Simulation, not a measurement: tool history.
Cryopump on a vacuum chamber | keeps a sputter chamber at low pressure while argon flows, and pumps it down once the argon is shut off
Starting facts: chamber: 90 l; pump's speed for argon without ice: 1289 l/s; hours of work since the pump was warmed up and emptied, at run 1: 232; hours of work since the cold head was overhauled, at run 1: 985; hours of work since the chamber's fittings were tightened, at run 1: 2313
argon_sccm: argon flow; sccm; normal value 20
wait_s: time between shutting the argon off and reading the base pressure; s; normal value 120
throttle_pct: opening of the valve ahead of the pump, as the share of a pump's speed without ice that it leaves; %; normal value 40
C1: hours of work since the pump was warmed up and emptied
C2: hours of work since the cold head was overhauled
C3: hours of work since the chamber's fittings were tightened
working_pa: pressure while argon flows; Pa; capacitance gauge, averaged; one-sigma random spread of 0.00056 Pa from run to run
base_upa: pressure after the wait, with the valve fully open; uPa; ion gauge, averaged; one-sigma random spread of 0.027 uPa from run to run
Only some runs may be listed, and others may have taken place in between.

Run 1, hour 0.0: usual settings; C1 232; C2 985; C3 2313. Result: working_pa 0.0689 Pa, base_upa 2.85 uPa.
Run 2, hour 59.7: usual settings but throttle_pct 31 %; C1 267; C2 1020; C3 2348. Result: working_pa 0.0889 Pa, base_upa 2.97 uPa.
Run 3, hour 97.2: usual settings but throttle_pct 31 %; C1 288; C2 1042; C3 2369. Result: working_pa 0.0880 Pa, base_upa 2.99 uPa.
Run 4, hour 154.2: usual settings; C1 322; C2 1075; C3 2403. Result: working_pa 0.0699 Pa, base_upa 3.13 uPa.
Run 5, hour 198.2: usual settings; C1 347; C2 1101; C3 2428. Result: working_pa 0.0714 Pa, base_upa 3.15 uPa.
Run 6, hour 241.1: usual settings but argon_sccm 21 sccm; C1 372; C2 1126; C3 2453. Result: working_pa 0.0745 Pa, base_upa 3.15 uPa.
Run 7, hour 272.1: usual settings but argon_sccm 21 sccm; C1 390; C2 1144; C3 2471. Result: working_pa 0.0734 Pa, base_upa 3.18 uPa.
Run 8, hour 313.0: usual settings but argon_sccm 21 sccm; C1 414; C2 1168; C3 2495. Result: working_pa 0.0755 Pa, base_upa 3.22 uPa.
Run 9, hour 357.6: usual settings but throttle_pct 50 %; C1 440; C2 1194; C3 2521. Result: working_pa 0.0579 Pa, base_upa 3.26 uPa.
Run 10, hour 391.8: usual settings; C1 460; C2 1213; C3 2541. Result: working_pa 0.0719 Pa, base_upa 3.32 uPa.
Run 11, hour 425.4: usual settings; C1 480; C2 1233; C3 2561. Result: working_pa 0.0726 Pa, base_upa 3.33 uPa.
Run 12, hour 470.5: usual settings; C1 506; C2 1259; C3 2587. Result: working_pa 0.0728 Pa, base_upa 3.38 uPa.
Run 13, hour 532.0: usual settings but argon_sccm 16 sccm; C1 542; C2 1295; C3 2623. Result: working_pa 0.0591 Pa, base_upa 3.49 uPa.
At hour 542.0: leaking fittings of the chamber tightened, without venting.
Run 14, hour 590.9: usual settings but throttle_pct 48 %; C1 575; C2 1328; C3 28. Result: working_pa 0.0627 Pa, base_upa 1.29 uPa.
Run 15, hour 642.4: usual settings; C1 605; C2 1358; C3 58. Result: working_pa 0.0747 Pa, base_upa 1.29 uPa.
Run 16, hour 693.1: usual settings; C1 634; C2 1388; C3 88. Result: working_pa 0.0750 Pa, base_upa 1.40 uPa.
Run 17, hour 728.0: usual settings; C1 655; C2 1408; C3 108. Result: working_pa 0.0755 Pa, base_upa 1.38 uPa.
Run 18, hour 782.9: usual settings but argon_sccm 29 sccm; C1 687; C2 1440; C3 140. Result: working_pa 0.1093 Pa, base_upa 1.42 uPa.
Run 19, hour 824.0: usual settings but argon_sccm 29 sccm; C1 711; C2 1464; C3 164. Result: working_pa 0.1110 Pa, base_upa 1.42 uPa.
At hour 868.1: pump warmed up, emptied and cooled again.
Run 20, hour 878.8: usual settings but argon_sccm 29 sccm; C1 6; C2 1493; C3 193. Result: working_pa 0.0965 Pa, base_upa 1.36 uPa.
Run 21, hour 914.3: usual settings but argon_sccm 29 sccm; C1 27; C2 1514; C3 214. Result: working_pa 0.0975 Pa, base_upa 1.34 uPa.
Run 22, hour 970.8: usual settings but argon_sccm 29 sccm; C1 60; C2 1547; C3 247. Result: working_pa 0.0970 Pa, base_upa 1.36 uPa.
Run 23, hour 1029.3: usual settings but argon_sccm 29 sccm; C1 94; C2 1581; C3 281. Result: working_pa 0.0978 Pa, base_upa 1.32 uPa.
Run 24, hour 1069.3: usual settings but wait_s 52 s, throttle_pct 22 %; C1 117; C2 1604; C3 304. Result: working_pa 0.1207 Pa, base_upa 2.62 uPa.
Run 25, hour 1108.3: usual settings but argon_sccm 15 sccm, wait_s 24 s, throttle_pct 22 %; C1 140; C2 1627; C3 327. Result: working_pa 0.0917 Pa, base_upa 5.20 uPa.
Run 26, hour 1162.7: usual settings but argon_sccm 9 sccm, wait_s 237 s; C1 172; C2 1659; C3 359. Result: working_pa 0.0310 Pa, base_upa 1.03 uPa.
Run 27, hour 1195.2: usual settings but argon_sccm 39 sccm; C1 191; C2 1677; C3 378. Result: working_pa 0.1330 Pa, base_upa 1.50 uPa.
Run 28, hour 1238.0: usual settings but wait_s 24 s, throttle_pct 33 %; C1 216; C2 1702; C3 403. Result: working_pa 0.0828 Pa, base_upa 5.27 uPa.
Run 29, hour 1298.6: usual settings but argon_sccm 10 sccm, wait_s 28 s, throttle_pct 48 %; C1 251; C2 1738; C3 438. Result: working_pa 0.0298 Pa, base_upa 4.58 uPa.
Run 30, hour 1346.6: usual settings but argon_sccm 33 sccm, wait_s 62 s, throttle_pct 48 %; C1 279; C2 1766; C3 466. Result: working_pa 0.0957 Pa, base_upa 2.53 uPa.
Run 31, hour 1378.8: usual settings but argon_sccm 33 sccm, wait_s 62 s, throttle_pct 48 %; C1 298; C2 1784; C3 485. Result: working_pa 0.0983 Pa, base_upa 2.51 uPa.

Forecast each of these 4 alternatives for the next run:
Run A, hour 1411.0: usual settings but throttle_pct 16 %; C1 316; C2 1803; C3 503. Result: working_pa ?, base_upa ?.
Run B, hour 1411.0: usual settings but argon_sccm 27 sccm, wait_s 113 s, throttle_pct 48 %; C1 316; C2 1803; C3 503. Result: working_pa ?, base_upa ?.
Run C, hour 1411.0: usual settings but argon_sccm 9 sccm, wait_s 193 s; C1 316; C2 1803; C3 503. Result: working_pa ?, base_upa ?.
Run D, hour 1411.0: usual settings but wait_s 58 s, throttle_pct 56 %; C1 316; C2 1803; C3 503. Result: working_pa ?, base_upa ?.

run  working_pa  base_upa
  A      0.1669      1.59
  B      0.0799      1.69
  C      0.0320      1.26
  D      0.0521      2.62
The same runs, with their run-to-run variation unchanged, on a tool lacking any hidden condition would have given:
run  working_pa  base_upa
  A      0.1626      1.17
  B      0.0741      1.26
  C      0.0301      0.84
  D      0.0477      2.19

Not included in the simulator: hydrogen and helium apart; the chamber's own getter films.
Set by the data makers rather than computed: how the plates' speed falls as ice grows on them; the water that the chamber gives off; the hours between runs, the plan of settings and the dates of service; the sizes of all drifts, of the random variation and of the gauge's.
